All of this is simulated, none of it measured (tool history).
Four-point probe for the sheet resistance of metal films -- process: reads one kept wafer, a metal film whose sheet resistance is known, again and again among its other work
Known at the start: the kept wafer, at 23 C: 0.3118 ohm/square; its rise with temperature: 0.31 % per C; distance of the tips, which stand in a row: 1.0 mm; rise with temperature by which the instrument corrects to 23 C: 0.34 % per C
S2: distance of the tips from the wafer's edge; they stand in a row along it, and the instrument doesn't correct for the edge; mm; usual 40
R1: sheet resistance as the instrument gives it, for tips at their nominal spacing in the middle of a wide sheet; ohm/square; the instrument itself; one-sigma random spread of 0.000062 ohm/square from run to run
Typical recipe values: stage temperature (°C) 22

run 1 hour=0.0 | stage_temperature_(°C)=22 S2=40 | R1=0.312061
run 2 hour=53.7 | stage_temperature_(°C)=22 S2=32 | R1=0.312127
run 3 hour=103.2 | stage_temperature_(°C)=22 S2=40 | R1=0.311927
run 4 hour=140.9 | stage_temperature_(°C)=22 S2=40 | R1=0.312030
run 5 hour=200.2 | stage_temperature_(°C)=22 S2=40 | R1=0.311921
run 6 hour=259.7 | stage_temperature_(°C)=22 S2=40 | R1=0.311983
run 7 hour=338.4 | stage_temperature_(°C)=20 S2=40 | R1=0.312157
-- hour=357.0 new probe head fitted
run 8 hour=381.4 | stage_temperature_(°C)=22 S2=40 | R1=0.311924
run 9 hour=458.0 | stage_temperature_(°C)=22 S2=40 | R1=0.312084
run 10 hour=493.0 | stage_temperature_(°C)=22 S2=40 | R1=0.312134
run 11 hour=549.1 | stage_temperature_(°C)=25 S2=8 | R1=0.314182
run 12 hour=600.7 | stage_temperature_(°C)=20 S2=70 | R1=0.312016
run 13 hour=679.4 | stage_temperature_(°C)=20 S2=70 | R1=0.311974
run 14 hour=758.2 | stage_temperature_(°C)=20 S2=8 | R1=0.314774
run 15 hour=820.6 | stage_temperature_(°C)=29 S2=14 | R1=0.312146
run 16 hour=869.5 | stage_temperature_(°C)=35 S2=15 | R1=0.311497

Each row is a separate what-if for the run after 16, all from the same tool condition, not one after another. Results?
run A hour=937.4 | stage_temperature_(°C)=28 S2=58 | R1=?
run B hour=937.4 | stage_temperature_(°C)=31 S2=45 | R1=?
run C hour=937.4 | stage_temperature_(°C)=27 S2=54 | R1=?
run D hour=937.4 | stage_temperature_(°C)=23 S2=27 | R1=?
run E hour=937.4 | stage_temperature_(°C)=32 S2=30 | R1=?

run=A R1=0.311384
run=B R1=0.311135
run=C R1=0.311417
run=D R1=0.312020
run=E R1=0.311288
What these runs would have given with no unlogged condition in the tool:
run=A R1=0.311384
run=B R1=0.311135
run=C R1=0.311416
run=D R1=0.312019
run=E R1=0.311287
